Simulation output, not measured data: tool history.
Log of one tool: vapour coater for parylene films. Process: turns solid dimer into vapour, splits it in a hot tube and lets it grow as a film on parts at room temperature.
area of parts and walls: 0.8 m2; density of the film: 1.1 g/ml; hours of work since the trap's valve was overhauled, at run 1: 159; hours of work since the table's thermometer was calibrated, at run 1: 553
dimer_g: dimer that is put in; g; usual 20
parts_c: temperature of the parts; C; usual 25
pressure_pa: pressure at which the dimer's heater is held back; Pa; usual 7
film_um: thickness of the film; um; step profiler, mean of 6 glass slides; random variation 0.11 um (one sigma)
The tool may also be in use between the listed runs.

run    hour  dimer_g  parts_c  pressure_pa  hours of work since the trap's valve was overhauled  hours of work since the table's thermometer was calibrated  film_um
  1       0       20       25            7                                                  159                                                         553    12.39
  2    37.4       20       25            7                                                  177                                                         571    12.45
  3    76.9       18       25            7                                                  196                                                         591    11.23
  4   116.2       18       25            7                                                  216                                                         610    10.83
  5   139.1       18       25            7                                                  227                                                         621    11.12
  6   164.6       18       25            7                                                  239                                                         634    10.79
  7   204.6       20       25            7                                                  259                                                         653    12.16
  8     230       20       24            7                                                  271                                                         666    12.51
  9   267.6       20       24            7                                                  290                                                         684    12.44
 10   289.2       20       25         7.03                                                  300                                                         694    11.96
 11   311.1       20       25         7.03                                                  311                                                         705    11.75
 12     340       20       25         4.25                                                  325                                                         719    12.57
 13   358.2       20       25            7                                                  334                                                         728    11.66
 14     399       20       25            7                                                  354                                                         748    11.81
 15   432.1       20       25            7                                                  370                                                         764    11.66
      444.7  -- trap's valve overhauled
 16   473.7       20       25            7                                                   14                                                         783     10.7
 17   492.4       20       25            7                                                   23                                                         792    10.95
 18   528.7       20       25            7                                                   41                                                         810    10.53
        565  -- trap's valve overhauled, once more
 19   573.4       20       25            7                                                    4                                                         829    13.26
 20   594.1       20       20            7                                                   14                                                         840    15.71
 21   623.8       20       20            7                                                   29                                                         854    15.77
 22   657.4       20       20            7                                                   45                                                         871    15.75
 23   683.8       20       27            7                                                   58                                                         883    12.14
 24   705.7       20       25         7.49                                                   69                                                         894    12.97
 25     729       20       25         7.49                                                   80                                                         906    12.84
 26   757.9       20       25         7.49                                                   94                                                         920    12.78
 27   786.5       29       29         2.68                                                  108                                                         934    17.93
 28   804.3       30       25          5.8                                                  117                                                         942    19.57
 29   835.4       30       25          5.8                                                  132                                                         958    19.67
 30   863.9       30       25          5.8                                                  146                                                         971       19
 31   893.3       11       30            7                                                  160                                                         986     5.83
 32   915.7       11       30            7                                                  171                                                         997     5.84
 33   948.3       13       25         9.39                                                  187                                                        1013     7.97
 34   974.5       14       22          2.6                                                  200                                                        1026    10.69
 35   994.9       10       28         6.54                                                  210                                                        1036     5.61
 36  1030.1       17       33         4.25                                                  227                                                        1053     8.32
 37  1055.8       17       33         4.25                                                  240                                                        1065     8.11
 38  1084.5       17       33         4.25                                                  254                                                        1079     8.12
 39  1106.5       20       27        10.59                                                  265                                                        1090    10.84
 40  1144.6       29       36        10.59                                                  283                                                        1109    11.21
 41  1166.4       32       21        10.79                                                  294                                                        1119    21.37
 42  1195.4       10       21         2.86                                                  308                                                        1134     7.52
 43  1222.9       10       21         2.86                                                  322                                                        1147     7.52
 44  1245.1       35       21         2.86                                                  332                                                        1158    26.25
 45  1268.6       35       21         2.86                                                  344                                                        1169    26.22
 46    1300       11       21         2.86                                                  359                                                        1185     8.02
 47  1318.4       11       21         2.86                                                  368                                                        1194      8.1

Forecast each of these 3 alternatives for the next run:
     1335.3  -- trap's valve overhauled
  A  1348.4       11       18        11.46                                                    6                                                        1206        ?
     1335.3  -- trap's valve overhauled
  B  1348.4       11       26         5.77                                                    6                                                        1206        ?
     1335.3  -- trap's valve overhauled
  C  1348.4        8       20         6.48                                                    6                                                        1206        ?

run  film_um
  A     9.05
  B     7.28
  C     6.53
Without the tool's hidden state the same runs would have given:
run  film_um
  A     8.87
  B     7.13
  C      6.4
